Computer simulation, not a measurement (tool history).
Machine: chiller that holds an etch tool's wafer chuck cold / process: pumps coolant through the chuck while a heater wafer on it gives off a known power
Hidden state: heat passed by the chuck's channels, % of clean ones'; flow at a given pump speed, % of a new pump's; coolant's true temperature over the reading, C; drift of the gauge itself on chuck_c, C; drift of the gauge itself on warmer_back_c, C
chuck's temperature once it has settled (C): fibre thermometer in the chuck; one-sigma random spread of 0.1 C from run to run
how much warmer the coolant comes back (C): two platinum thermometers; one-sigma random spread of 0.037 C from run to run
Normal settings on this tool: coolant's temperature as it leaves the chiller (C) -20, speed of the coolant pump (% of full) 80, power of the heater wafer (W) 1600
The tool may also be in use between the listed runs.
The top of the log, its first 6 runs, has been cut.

| run | hour | coolant's temperature as it leaves the chiller (C) | speed of the coolant pump (% of full) | power of the heater wafer (W) | hours since the coolant was changed and the channels were flushed | hours since the pump was overhauled | hours since the chiller's thermometer was calibrated | chuck's temperature once it has settled (C) | how much warmer the coolant comes back (C) |
|---|---|---|---|---|---|---|---|---|---|
| 7 | 326.0 | -11 | 80 | 1600 | 3506 | 970 | 3606 | 5.6 | 7.20 |
| 8 | 360.5 | -11 | 76 | 1600 | 3540 | 1005 | 3640 | 6.3 | 7.58 |
| 9 | 421.7 | -11 | 76 | 1600 | 3601 | 1066 | 3701 | 6.4 | 7.58 |
| 10 | 485.3 | -20 | 80 | 1600 | 3665 | 1130 | 3765 | -3.3 | 7.21 |
| 11 | 545.2 | -20 | 80 | 1600 | 3725 | 1190 | 3825 | -3.3 | 7.27 |
| 12 | 575.7 | -20 | 80 | 1196 | 3755 | 1220 | 3855 | -7.8 | 5.38 |
| 13 | 629.6 | -20 | 77 | 1600 | 3809 | 1274 | 3909 | -3.0 | 7.54 |
| 14 | 687.4 | -20 | 77 | 1600 | 3867 | 1332 | 3967 | -2.9 | 7.51 |
| 15 | 748.8 | -20 | 77 | 1600 | 3928 | 1393 | 4029 | -3.0 | 7.61 |
| 16 | 805.3 | -20 | 77 | 1600 | 3985 | 1450 | 4085 | -2.8 | 7.59 |
| 17 | 871.5 | -20 | 97 | 1600 | 4051 | 1516 | 4151 | -4.9 | 6.06 |

Expected results for the next run?
|  | 881.0 | coolant pump overhauled |
| 18 | 939.8 | -20 | 83 | 1600 | 4114 | 59 | 4215 | ? | ? |

{"run 18": {"chuck's temperature once it has settled (C)": -3.5, "how much warmer the coolant comes back (C)": 7.01}}
With no hidden state in the tool, this same run would have given chuck's temperature once it has settled (C) -3.9, how much warmer the coolant comes back (C) 6.84.

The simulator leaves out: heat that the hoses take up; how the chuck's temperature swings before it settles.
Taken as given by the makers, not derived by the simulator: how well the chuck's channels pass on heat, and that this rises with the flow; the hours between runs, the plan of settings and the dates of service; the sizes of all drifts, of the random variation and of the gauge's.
